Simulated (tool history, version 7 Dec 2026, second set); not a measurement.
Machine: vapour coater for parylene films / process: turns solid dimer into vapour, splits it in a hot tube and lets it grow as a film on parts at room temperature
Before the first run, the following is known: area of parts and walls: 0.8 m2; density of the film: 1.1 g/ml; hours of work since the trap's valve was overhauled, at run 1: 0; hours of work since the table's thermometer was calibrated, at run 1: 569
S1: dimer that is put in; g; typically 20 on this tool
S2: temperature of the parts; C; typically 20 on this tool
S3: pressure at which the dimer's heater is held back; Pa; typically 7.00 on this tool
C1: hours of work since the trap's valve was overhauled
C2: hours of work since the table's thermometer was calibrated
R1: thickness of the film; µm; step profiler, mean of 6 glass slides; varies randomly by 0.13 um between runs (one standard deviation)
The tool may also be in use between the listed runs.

run	day	S1	S2	S3	C1	C2	R1
1	0.000	20	20	7.00	0	569	15.72
2	1.333	20	20	7.00	28	597	15.43
3	2.617	20	20	7.00	55	624	15.22
4	3.354	20	20	7.00	70	639	14.96
5	4.212	20	20	7.00	88	657	14.99
6	4.996	20	20	7.00	104	674	14.71
7	6.404	20	17	7.00	134	703	15.57
8	7.392	20	17	7.00	155	724	15.44
9	8.362	20	12	7.00	175	744	16.73
10	9.608	20	20	7.00	201	770	13.99
11	10.671	20	20	7.00	223	792	13.73
# day 11.683: trap's valve overhauled
12	12.183	20	20	7.00	10	820	15.54
13	12.992	20	20	7.00	27	837	15.40
14	13.675	20	20	2.49	42	852	17.33
15	15.221	20	20	4.15	74	884	15.98
16	16.454	20	20	7.00	100	910	14.87
17	17.479	20	20	2.72	121	931	16.53
18	18.800	20	20	7.00	149	959	14.81
19	20.346	20	29	7.00	181	991	11.98
20	21.775	20	29	7.00	211	1021	11.74
21	22.604	20	13	7.00	228	1038	16.37
# day 23.433: trap's valve overhauled
22	24.212	20	17	7.00	16	1068	16.82
23	25.475	20	30	7.00	43	1095	12.18
24	26.596	20	30	7.00	66	1118	12.18
25	27.450	20	20	2.89	84	1136	16.45
26	28.429	20	20	2.24	104	1156	16.97
27	29.658	20	20	2.24	130	1182	16.56
28	31.167	20	20	2.24	162	1214	16.57
29	31.838	20	20	2.24	176	1228	16.27
30	33.267	19	20	2.24	206	1258	15.26
31	34.112	13	27	7.00	223	1275	7.82
# day 35.146: trap's valve overhauled
32	35.288	18	27	2.03	3	1296	13.94
# day 35.438: table's thermometer calibrated
33	36.554	33	31	8.03	29	23	20.48
34	37.925	33	16	8.03	57	52	27.20
35	38.658	34	20	2.89	73	67	28.78
36	39.883	34	20	2.89	98	93	28.30
37	40.717	23	18	11.77	116	110	16.72
# day 41.258: table's thermometer calibrated, once more
38	42.250	20	14	11.03	147	21	15.60
39	43.338	20	14	11.03	170	44	15.55
40	44.033	20	14	11.03	184	58	15.39
41	45.500	20	14	11.03	215	89	15.09
# day 46.988: trap's valve overhauled
42	47.267	20	14	11.03	6	122	16.75
43	48.446	12	25	2.22	31	147	9.44
44	49.612	8	25	4.39	55	171	5.74
45	50.812	11	18	7.00	80	196	8.73
46	52.000	11	18	7.00	105	221	8.55
47	52.804	16	16	10.12	122	238	12.46

3 ways to go on from here, each from the tool as it stands after run 47. What would each give?
A	53.792	20	25	7.00	142	259	?
B	53.792	8	13	10.12	142	259	?
C	53.792	19	14	3.83	142	259	?

run	R1
A	13.09
B	6.49
C	16.82
Take away the tool's hidden state, keep each run's random variation, and the runs would have read:
run	R1
A	13.96
B	6.93
C	17.96

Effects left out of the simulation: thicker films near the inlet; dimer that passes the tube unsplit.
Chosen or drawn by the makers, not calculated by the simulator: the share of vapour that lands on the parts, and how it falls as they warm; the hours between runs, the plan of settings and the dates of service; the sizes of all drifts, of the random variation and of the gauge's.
